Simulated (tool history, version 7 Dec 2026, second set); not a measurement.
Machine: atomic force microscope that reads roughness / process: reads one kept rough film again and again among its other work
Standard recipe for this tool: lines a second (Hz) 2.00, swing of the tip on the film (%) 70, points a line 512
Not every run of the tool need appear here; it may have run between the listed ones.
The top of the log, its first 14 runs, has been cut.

run	day	lines a second (Hz)	swing of the tip on the film (%)	points a line	roughness of the kept film (nm (root mean square))
15	6.196	2.00	70	914	1.373
16	6.908	2.00	70	914	1.338
# day 7.138: new tip fitted
17	7.254	2.00	87	914	1.406
18	7.850	2.00	87	914	1.387
19	8.325	2.00	87	914	1.351
20	8.992	2.00	87	914	1.319
21	9.317	0.98	87	940	1.393
22	9.654	0.79	86	940	1.396
23	10.112	0.79	86	940	1.371
24	10.500	3.65	57	512	1.358
# day 10.588: height scale calibrated on a step standard
25	11.167	3.65	57	512	1.321
# day 11.358: new tip fitted
26	11.588	3.65	71	327	1.429
27	12.188	3.65	71	327	1.403
28	12.521	2.00	81	512	1.411
# day 12.988: height scale calibrated on a step standard, once more
29	13.225	2.00	81	512	1.372
30	13.654	2.00	70	517	1.411
31	13.950	1.06	70	532	1.446
32	14.600	1.89	80	258	1.284
33	15.171	0.83	65	902	1.402
# day 15.596: new tip fitted
34	15.796	3.59	64	284	1.483
35	16.458	0.91	64	512	1.549
36	17.033	0.91	64	512	1.507
37	17.704	0.91	64	512	1.478
38	18.179	0.81	59	363	1.438
39	18.729	0.81	59	363	1.403

5 options for the next run, each taken on its own from the tool as it stands now. Forecast them:
A	19.058	0.60	66	549	?
B	19.058	1.10	61	363	?
C	19.058	2.57	59	363	?
D	19.058	2.80	59	309	?
E	19.058	0.70	81	555	?

run	roughness of the kept film (nm (root mean square))
A	1.403
B	1.381
C	1.354
D	1.336
E	1.370
With no hidden state in the tool, these same runs would have given:
run	roughness of the kept film (nm (root mean square))
A	1.630
B	1.606
C	1.574
D	1.553
E	1.593
